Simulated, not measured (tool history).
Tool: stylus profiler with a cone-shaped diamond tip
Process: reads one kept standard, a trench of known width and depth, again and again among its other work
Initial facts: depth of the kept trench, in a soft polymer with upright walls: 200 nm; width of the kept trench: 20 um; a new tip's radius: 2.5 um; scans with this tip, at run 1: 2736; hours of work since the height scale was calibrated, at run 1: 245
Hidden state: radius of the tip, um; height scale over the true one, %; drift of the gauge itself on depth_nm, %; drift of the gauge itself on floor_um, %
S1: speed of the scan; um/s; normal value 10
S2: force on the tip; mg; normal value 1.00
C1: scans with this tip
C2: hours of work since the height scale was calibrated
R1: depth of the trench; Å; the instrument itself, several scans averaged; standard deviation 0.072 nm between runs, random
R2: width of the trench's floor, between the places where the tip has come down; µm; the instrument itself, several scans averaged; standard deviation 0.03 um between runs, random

{"run": 1, "hour": 0.0, "S1": 10, "S2": 1.0, "C1": 2736, "C2": 245, "R1": 2009.1, "R2": 17.44}
{"run": 2, "hour": 28.5, "S1": 35, "S2": 1.0, "C1": 2900, "C2": 260, "R1": 2008.4, "R2": 17.21}
{"run": 3, "hour": 74.9, "S1": 35, "S2": 1.0, "C1": 3165, "C2": 284, "R1": 2009.2, "R2": 17.23}
{"run": 4, "hour": 131.6, "S1": 10, "S2": 1.0, "C1": 3489, "C2": 313, "R1": 2010.0, "R2": 17.38}
{"run": 5, "hour": 161.8, "S1": 10, "S2": 1.0, "C1": 3662, "C2": 328, "R1": 2009.3, "R2": 17.3}
{"run": 6, "hour": 211.5, "S1": 10, "S2": 1.0, "C1": 3946, "C2": 354, "R1": 2009.7, "R2": 17.26}
{"run": 7, "hour": 259.8, "S1": 10, "S2": 1.0, "C1": 4222, "C2": 378, "R1": 2010.9, "R2": 17.28}
{"run": 8, "hour": 296.4, "S1": 12, "S2": 1.0, "C1": 4431, "C2": 397, "R1": 2010.3, "R2": 17.27}
{"run": 9, "hour": 356.6, "S1": 10, "S2": 2.44, "C1": 4775, "C2": 428, "R1": 2016.9, "R2": 17.25}
{"run": 10, "hour": 400.9, "S1": 10, "S2": 0.47, "C1": 5029, "C2": 451, "R1": 2006.4, "R2": 17.11}
{"run": 11, "hour": 437.5, "S1": 10, "S2": 0.47, "C1": 5238, "C2": 469, "R1": 2006.9, "R2": 17.11}
{"run": 12, "hour": 487.3, "S1": 10, "S2": 2.15, "C1": 5522, "C2": 495, "R1": 2015.4, "R2": 17.16}
{"run": 13, "hour": 528.3, "S1": 10, "S2": 3.0, "C1": 5757, "C2": 516, "R1": 2019.7, "R2": 17.12}
{"run": 14, "hour": 567.1, "S1": 10, "S2": 3.0, "C1": 5979, "C2": 536, "R1": 2018.9, "R2": 17.09}
{"run": 15, "hour": 608.1, "S1": 10, "S2": 3.0, "C1": 6213, "C2": 557, "R1": 2021.7, "R2": 17.12}
{"run": 16, "hour": 650.7, "S1": 10, "S2": 3.0, "C1": 6456, "C2": 579, "R1": 2018.9, "R2": 17.02}
{"run": 17, "hour": 705.0, "S1": 10, "S2": 1.0, "C1": 6767, "C2": 606, "R1": 2013.2, "R2": 16.92}
{"run": 18, "hour": 733.9, "S1": 10, "S2": 1.0, "C1": 6932, "C2": 621, "R1": 2012.6, "R2": 16.9}
{"run": 19, "hour": 770.8, "S1": 10, "S2": 1.0, "C1": 7143, "C2": 640, "R1": 2012.0, "R2": 16.96}
{"run": 20, "hour": 820.7, "S1": 10, "S2": 1.0, "C1": 7429, "C2": 666, "R1": 2012.9, "R2": 16.87}
{"run": 21, "hour": 877.2, "S1": 10, "S2": 1.0, "C1": 7752, "C2": 695, "R1": 2012.6, "R2": 16.81}
{"run": 22, "hour": 905.2, "S1": 10, "S2": 1.44, "C1": 7912, "C2": 709, "R1": 2014.8, "R2": 16.84}
{"run": 23, "hour": 942.9, "S1": 10, "S2": 1.44, "C1": 8127, "C2": 728, "R1": 2015.6, "R2": 16.76}
{"run": 24, "hour": 981.0, "S1": 10, "S2": 1.44, "C1": 8345, "C2": 748, "R1": 2014.6, "R2": 16.83}
{"run": 25, "hour": 1026.9, "S1": 10, "S2": 1.44, "C1": 8608, "C2": 771, "R1": 2015.9, "R2": 16.7}
{"hour": 1030.0, "done": "height scale calibrated on a step standard"}
{"run": 26, "hour": 1060.5, "S1": 10, "S2": 1.44, "C1": 8797, "C2": 16, "R1": 2018.9, "R2": 16.71}
{"run": 27, "hour": 1098.1, "S1": 8, "S2": 1.0, "C1": 9012, "C2": 35, "R1": 2017.5, "R2": 16.73}
{"run": 28, "hour": 1154.3, "S1": 8, "S2": 1.0, "C1": 9333, "C2": 64, "R1": 2018.0, "R2": 16.61}
{"run": 29, "hour": 1187.6, "S1": 8, "S2": 0.35, "C1": 9523, "C2": 81, "R1": 2012.9, "R2": 16.62}
{"run": 30, "hour": 1246.6, "S1": 7, "S2": 1.95, "C1": 9861, "C2": 111, "R1": 2022.2, "R2": 16.61}
{"run": 31, "hour": 1309.8, "S1": 7, "S2": 1.95, "C1": 10222, "C2": 143, "R1": 2023.2, "R2": 16.6}
{"hour": 1326.1, "done": "height scale calibrated on a step standard, once more"}
{"run": 32, "hour": 1340.4, "S1": 10, "S2": 1.97, "C1": 10394, "C2": 7, "R1": 2013.5, "R2": 16.57}
{"run": 33, "hour": 1374.1, "S1": 4, "S2": 0.75, "C1": 10587, "C2": 25, "R1": 2005.6, "R2": 16.6}
{"run": 34, "hour": 1420.7, "S1": 4, "S2": 0.75, "C1": 10853, "C2": 48, "R1": 2006.4, "R2": 16.5}
{"run": 35, "hour": 1453.5, "S1": 4, "S2": 0.75, "C1": 11041, "C2": 65, "R1": 2007.3, "R2": 16.51}
{"run": 36, "hour": 1494.9, "S1": 4, "S2": 1.93, "C1": 11278, "C2": 86, "R1": 2013.2, "R2": 16.58}
{"run": 37, "hour": 1522.2, "S1": 9, "S2": 0.74, "C1": 11434, "C2": 100, "R1": 2006.8, "R2": 16.47}
{"run": 38, "hour": 1584.2, "S1": 10, "S2": 2.67, "C1": 11788, "C2": 132, "R1": 2017.1, "R2": 16.42}
{"run": 39, "hour": 1613.2, "S1": 10, "S2": 2.67, "C1": 11954, "C2": 147, "R1": 2016.9, "R2": 16.42}
{"run": 40, "hour": 1670.6, "S1": 2, "S2": 1.37, "C1": 12282, "C2": 176, "R1": 2011.3, "R2": 16.42}
{"run": 41, "hour": 1703.5, "S1": 10, "S2": 1.74, "C1": 12470, "C2": 193, "R1": 2013.4, "R2": 16.31}
{"run": 42, "hour": 1752.7, "S1": 4, "S2": 0.37, "C1": 12751, "C2": 219, "R1": 2005.0, "R2": 16.35}
{"run": 43, "hour": 1791.4, "S1": 8, "S2": 0.6, "C1": 12973, "C2": 238, "R1": 2006.0, "R2": 16.22}
{"hour": 1819.7, "done": "new tip fitted, height scale calibrated"}
{"run": 44, "hour": 1844.5, "S1": 8, "S2": 0.87, "C1": 142, "C2": 13, "R1": 2008.1, "R2": 17.91}
{"run": 45, "hour": 1899.2, "S1": 22, "S2": 0.36, "C1": 455, "C2": 41, "R1": 2004.0, "R2": 17.62}
{"run": 46, "hour": 1929.7, "S1": 12, "S2": 0.55, "C1": 629, "C2": 56, "R1": 2005.7, "R2": 17.77}
{"run": 47, "hour": 1966.0, "S1": 11, "S2": 1.29, "C1": 837, "C2": 75, "R1": 2009.6, "R2": 17.79}

3 ways to go on from here, each from the tool as it stands after run 47. What would each give?
{"run": "A", "hour": 1994.1, "S1": 24, "S2": 1.29, "C1": 997, "C2": 89, "R1": "?", "R2": "?"}
{"run": "B", "hour": 1994.1, "S1": 10, "S2": 0.8, "C1": 997, "C2": 89, "R1": "?", "R2": "?"}
{"run": "C", "hour": 1994.1, "S1": 20, "S2": 0.61, "C1": 997, "C2": 89, "R1": "?", "R2": "?"}

run=A R1=2010.0 R2=17.65
run=B R1=2007.8 R2=17.75
run=C R1=2005.5 R2=17.59
With the hidden condition removed and each run's random variation left untouched, the same runs would have given:
run=A R1=2009.5 R2=17.85
run=B R1=2007.3 R2=17.95
run=C R1=2005.1 R2=17.79

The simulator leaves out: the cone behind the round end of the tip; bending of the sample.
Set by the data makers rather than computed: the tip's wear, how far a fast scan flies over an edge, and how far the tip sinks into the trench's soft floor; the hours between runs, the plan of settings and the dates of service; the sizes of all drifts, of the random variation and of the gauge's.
